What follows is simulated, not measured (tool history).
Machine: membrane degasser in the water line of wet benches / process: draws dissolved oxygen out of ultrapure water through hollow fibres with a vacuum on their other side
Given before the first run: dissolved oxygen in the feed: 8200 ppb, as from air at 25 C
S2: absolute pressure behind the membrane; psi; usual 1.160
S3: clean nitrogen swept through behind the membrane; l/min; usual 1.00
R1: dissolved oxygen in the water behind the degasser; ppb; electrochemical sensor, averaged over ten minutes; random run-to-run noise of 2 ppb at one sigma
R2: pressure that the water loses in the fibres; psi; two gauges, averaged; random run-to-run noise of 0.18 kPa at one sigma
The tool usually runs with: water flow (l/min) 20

Run 1, hour 0.0: usual settings. Result: R1 216.4 ppb, R2 4.593 psi.
Run 2, hour 80.7: usual settings. Result: R1 215.9 ppb, R2 4.557 psi.
Run 3, hour 159.1: usual settings. Result: R1 217.3 ppb, R2 4.564 psi.
Run 4, hour 263.0: usual settings but S3 2.71 l/min. Result: R1 90.6 ppb, R2 4.595 psi.
Run 5, hour 342.4: usual settings but water flow (l/min) 26. Result: R1 282.6 ppb, R2 5.981 psi.
Run 6, hour 418.0: usual settings. Result: R1 220.9 ppb, R2 4.598 psi.
Run 7, hour 512.8: usual settings but S2 0.744 psi. Result: R1 90.2 ppb, R2 4.548 psi.
Run 8, hour 574.7: usual settings but S2 0.744 psi. Result: R1 89.8 ppb, R2 4.582 psi.
Run 9, hour 617.3: usual settings. Result: R1 216.9 ppb, R2 4.602 psi.
Run 10, hour 700.3: usual settings. Result: R1 215.7 ppb, R2 4.603 psi.
Run 11, hour 754.4: usual settings. Result: R1 217.5 ppb, R2 4.583 psi.
Run 12, hour 823.9: usual settings. Result: R1 216.2 ppb, R2 4.595 psi.
Run 13, hour 898.4: usual settings. Result: R1 215.8 ppb, R2 4.572 psi.
Run 14, hour 954.3: usual settings but water flow (l/min) 16. Result: R1 172.6 ppb, R2 3.703 psi.
At hour 965.6: vacuum gauge calibrated.
Run 15, hour 1043.7: usual settings but S2 2.094 psi. Result: R1 472.2 ppb, R2 4.621 psi.
Run 16, hour 1103.7: usual settings but water flow (l/min) 26, S2 2.234 psi, S3 0.82 l/min. Result: R1 771.5 ppb, R2 5.994 psi.
Run 17, hour 1160.8: usual settings but S2 1.240 psi. Result: R1 242.9 ppb, R2 4.585 psi.
Run 18, hour 1217.5: usual settings but S2 1.610 psi, S3 0.56 l/min. Result: R1 543.1 ppb, R2 4.543 psi.
Run 19, hour 1292.1: usual settings but water flow (l/min) 18, S2 1.036 psi, S3 0.46 l/min. Result: R1 304.7 ppb, R2 4.170 psi.
Run 20, hour 1394.2: usual settings but S2 2.113 psi. Result: R1 490.0 ppb, R2 4.585 psi.
Run 21, hour 1494.1: usual settings but water flow (l/min) 28, S3 1.02 l/min. Result: R1 309.9 ppb, R2 6.443 psi.
Run 22, hour 1591.7: usual settings but water flow (l/min) 28, S3 1.02 l/min. Result: R1 312.2 ppb, R2 6.461 psi.
Run 23, hour 1685.0: usual settings but water flow (l/min) 28, S3 1.02 l/min. Result: R1 310.6 ppb, R2 6.406 psi.
Run 24, hour 1766.8: usual settings but water flow (l/min) 16, S2 2.009 psi, S3 1.50 l/min. Result: R1 263.1 ppb, R2 3.672 psi.
Run 25, hour 1844.4: usual settings but water flow (l/min) 16, S2 0.751 psi, S3 0.41 l/min. Result: R1 154.2 ppb, R2 3.683 psi.
Run 26, hour 1937.7: usual settings but water flow (l/min) 16, S2 0.756 psi, S3 0.41 l/min. Result: R1 159.4 ppb, R2 3.678 psi.
Run 27, hour 1991.8: usual settings but water flow (l/min) 16, S2 0.756 psi, S3 0.41 l/min. Result: R1 156.2 ppb, R2 3.675 psi.
Run 28, hour 2089.2: usual settings but S2 0.847 psi, S3 1.57 l/min. Result: R1 83.3 ppb, R2 4.567 psi.
Run 29, hour 2192.8: usual settings but water flow (l/min) 23, S2 2.086 psi, S3 1.59 l/min. Result: R1 367.4 ppb, R2 5.297 psi.

Each row is a separate what-if for the run after 29, all from the same tool condition, not one after another. Results?
Run A, hour 2259.5: usual settings but S2 1.128 psi, S3 1.47 l/min. Result: R1 ?, R2 ?.
Run B, hour 2259.5: usual settings but water flow (l/min) 13, S2 2.158 psi. Result: R1 ?, R2 ?.
Run C, hour 2259.5: usual settings but water flow (l/min) 31, S2 0.714 psi, S3 0.99 l/min. Result: R1 ?, R2 ?.

run     R1     R2
  A  146.5  4.612
  B  343.0  3.047
  C  170.3  7.102
Had the tool no hidden state, the same runs would have come out as:
run     R1     R2
  A  146.4  4.609
  B  342.8  3.046
  C  169.9  7.098
